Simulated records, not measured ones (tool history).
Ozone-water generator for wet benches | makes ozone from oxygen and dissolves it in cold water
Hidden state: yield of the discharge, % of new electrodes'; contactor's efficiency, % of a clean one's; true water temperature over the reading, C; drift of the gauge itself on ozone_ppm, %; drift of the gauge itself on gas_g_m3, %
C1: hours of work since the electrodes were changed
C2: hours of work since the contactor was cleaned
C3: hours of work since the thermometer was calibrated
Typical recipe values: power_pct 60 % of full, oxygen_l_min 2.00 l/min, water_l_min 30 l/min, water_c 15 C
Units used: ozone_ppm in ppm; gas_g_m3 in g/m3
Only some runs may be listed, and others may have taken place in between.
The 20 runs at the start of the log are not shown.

run 21 hour=2044.2 | power_pct=60 oxygen_l_min=1.11 water_l_min=26 water_c=13 | C1=3784 C2=540 C3=4679 | ozone_ppm=9.6 gas_g_m3=338.1
run 22 hour=2160.4 | power_pct=73 oxygen_l_min=2.00 water_l_min=41 water_c=13 | C1=3893 C2=649 C3=4788 | ozone_ppm=7.1 gas_g_m3=259.0
run 23 hour=2233.7 | power_pct=44 oxygen_l_min=2.00 water_l_min=30 water_c=10 | C1=3962 C2=718 C3=4857 | ozone_ppm=8.0 gas_g_m3=189.1
run 24 hour=2350.3 | power_pct=44 oxygen_l_min=2.00 water_l_min=33 water_c=14 | C1=4072 C2=828 C3=4967 | ozone_ppm=6.9 gas_g_m3=191.2
run 25 hour=2459.8 | power_pct=93 oxygen_l_min=1.46 water_l_min=29 water_c=17 | C1=4175 C2=931 C3=5070 | ozone_ppm=11.8 gas_g_m3=368.4
run 26 hour=2569.0 | power_pct=56 oxygen_l_min=2.79 water_l_min=30 water_c=15 | C1=4278 C2=1034 C3=5173 | ozone_ppm=9.4 gas_g_m3=178.3
run 27 hour=2652.1 | power_pct=60 oxygen_l_min=2.00 water_l_min=36 water_c=15 | C1=4356 C2=1112 C3=5251 | ozone_ppm=7.4 gas_g_m3=231.6
run 28 hour=2732.1 | power_pct=60 oxygen_l_min=2.00 water_l_min=36 water_c=15 | C1=4431 C2=1187 C3=5326 | ozone_ppm=7.4 gas_g_m3=227.6
run 29 hour=2860.5 | power_pct=60 oxygen_l_min=2.00 water_l_min=36 water_c=15 | C1=4552 C2=1308 C3=5447 | ozone_ppm=7.2 gas_g_m3=229.7
run 30 hour=2988.2 | power_pct=60 oxygen_l_min=2.00 water_l_min=36 water_c=15 | C1=4672 C2=1428 C3=5567 | ozone_ppm=7.3 gas_g_m3=229.0
run 31 hour=3092.5 | power_pct=60 oxygen_l_min=2.63 water_l_min=30 water_c=15 | C1=4770 C2=1527 C3=5665 | ozone_ppm=9.9 gas_g_m3=192.3
run 32 hour=3163.0 | power_pct=61 oxygen_l_min=1.60 water_l_min=22 water_c=15 | C1=4837 C2=1593 C3=5732 | ozone_ppm=13.0 gas_g_m3=267.3
run 33 hour=3220.2 | power_pct=47 oxygen_l_min=2.00 water_l_min=30 water_c=15 | C1=4891 C2=1647 C3=5786 | ozone_ppm=8.3 gas_g_m3=195.4
-- hour=3274.2 water thermometer calibrated
run 34 hour=3322.6 | power_pct=60 oxygen_l_min=3.04 water_l_min=30 water_c=15 | C1=4987 C2=1743 C3=46 | ozone_ppm=10.0 gas_g_m3=175.6

Branching from run 34: 3 alternative next runs. What would each branch give?
run A hour=3417.5 | power_pct=77 oxygen_l_min=2.28 water_l_min=30 water_c=13 | C1=5076 C2=1832 C3=135 | ozone_ppm=? gas_g_m3=?
run B hour=3417.5 | power_pct=60 oxygen_l_min=3.04 water_l_min=25 water_c=15 | C1=5076 C2=1832 C3=135 | ozone_ppm=? gas_g_m3=?
run C hour=3417.5 | power_pct=60 oxygen_l_min=3.04 water_l_min=30 water_c=12 | C1=5076 C2=1832 C3=135 | ozone_ppm=? gas_g_m3=?

run=A ozone_ppm=11.3 gas_g_m3=242.2
run=B ozone_ppm=12.1 gas_g_m3=176.5
run=C ozone_ppm=10.2 gas_g_m3=173.7
With the hidden condition removed and each run's random variation left untouched, the same runs would have given:
run=A ozone_ppm=11.3 gas_g_m3=248.6
run=B ozone_ppm=12.1 gas_g_m3=181.1
run=C ozone_ppm=10.2 gas_g_m3=178.2

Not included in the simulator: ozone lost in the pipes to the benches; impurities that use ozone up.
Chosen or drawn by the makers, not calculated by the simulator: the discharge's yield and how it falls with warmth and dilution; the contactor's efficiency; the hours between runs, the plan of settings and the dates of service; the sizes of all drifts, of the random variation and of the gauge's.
